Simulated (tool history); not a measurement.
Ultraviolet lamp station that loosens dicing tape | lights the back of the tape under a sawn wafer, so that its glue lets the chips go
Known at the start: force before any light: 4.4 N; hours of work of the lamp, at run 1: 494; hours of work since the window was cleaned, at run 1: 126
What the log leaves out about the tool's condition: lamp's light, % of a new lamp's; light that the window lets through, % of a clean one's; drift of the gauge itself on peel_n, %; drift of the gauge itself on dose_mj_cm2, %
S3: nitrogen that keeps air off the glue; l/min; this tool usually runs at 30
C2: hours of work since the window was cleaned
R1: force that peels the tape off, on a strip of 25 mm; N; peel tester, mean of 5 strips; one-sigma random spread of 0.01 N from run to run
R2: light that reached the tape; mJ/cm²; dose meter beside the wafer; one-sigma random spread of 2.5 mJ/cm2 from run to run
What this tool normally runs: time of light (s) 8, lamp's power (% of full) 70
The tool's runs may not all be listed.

Run 1, hour 0.0: usual settings; hours of work of the lamp 494; C2 126. Result: R1 0.570 N, R2 282 mJ/cm².
Run 2, hour 32.1: usual settings; hours of work of the lamp 511; C2 144. Result: R1 0.568 N, R2 277 mJ/cm².
Run 3, hour 74.1: usual settings but time of light (s) 5; hours of work of the lamp 534; C2 167. Result: R1 1.088 N, R2 169 mJ/cm².
Run 4, hour 111.6: usual settings but time of light (s) 5; hours of work of the lamp 555; C2 187. Result: R1 1.108 N, R2 163 mJ/cm².
Run 5, hour 147.0: usual settings but time of light (s) 5; hours of work of the lamp 574; C2 206. Result: R1 1.143 N, R2 170 mJ/cm².
Run 6, hour 170.5: usual settings but time of light (s) 5; hours of work of the lamp 587; C2 219. Result: R1 1.125 N, R2 167 mJ/cm².
At hour 182.9: window cleaned of glue's vapour.
Run 7, hour 212.4: usual settings; hours of work of the lamp 610; C2 16. Result: R1 0.555 N, R2 289 mJ/cm².
Run 8, hour 254.3: usual settings; hours of work of the lamp 633; C2 39. Result: R1 0.541 N, R2 288 mJ/cm².
Run 9, hour 293.0: usual settings; hours of work of the lamp 654; C2 60. Result: R1 0.540 N, R2 285 mJ/cm².
Run 10, hour 310.5: usual settings; hours of work of the lamp 663; C2 70. Result: R1 0.550 N, R2 278 mJ/cm².
Run 11, hour 353.0: usual settings but lamp's power (% of full) 62; hours of work of the lamp 687; C2 93. Result: R1 0.692 N, R2 250 mJ/cm².
Run 12, hour 388.3: usual settings but lamp's power (% of full) 62; hours of work of the lamp 706; C2 113. Result: R1 0.711 N, R2 245 mJ/cm².
Run 13, hour 425.0: usual settings but time of light (s) 12, lamp's power (% of full) 74, S3 9 l/min; hours of work of the lamp 726; C2 133. Result: R1 0.475 N, R2 430 mJ/cm².
Run 14, hour 453.7: usual settings but lamp's power (% of full) 61, S3 35 l/min; hours of work of the lamp 742; C2 148. Result: R1 0.702 N, R2 238 mJ/cm².
Run 15, hour 478.7: usual settings but lamp's power (% of full) 63, S3 52 l/min; hours of work of the lamp 756; C2 162. Result: R1 0.585 N, R2 242 mJ/cm².

3 options for the next run, each taken on its own from the tool as it stands now. Forecast them:
Run A, hour 506.6: usual settings but lamp's power (% of full) 87, S3 52 l/min; hours of work of the lamp 771; C2 177. Result: R1 ?, R2 ?.
Run B, hour 506.6: usual settings but lamp's power (% of full) 95, S3 58 l/min; hours of work of the lamp 771; C2 177. Result: R1 ?, R2 ?.
Run C, hour 506.6: usual settings but time of light (s) 7, lamp's power (% of full) 63, S3 52 l/min; hours of work of the lamp 771; C2 177. Result: R1 ?, R2 ?.

run     R1   R2
  A  0.359  330
  B  0.307  364
  C  0.683  213
Without the tool's hidden state the same runs would have given:
run     R1   R2
  A  0.290  389
  B  0.257  430
  C  0.526  252
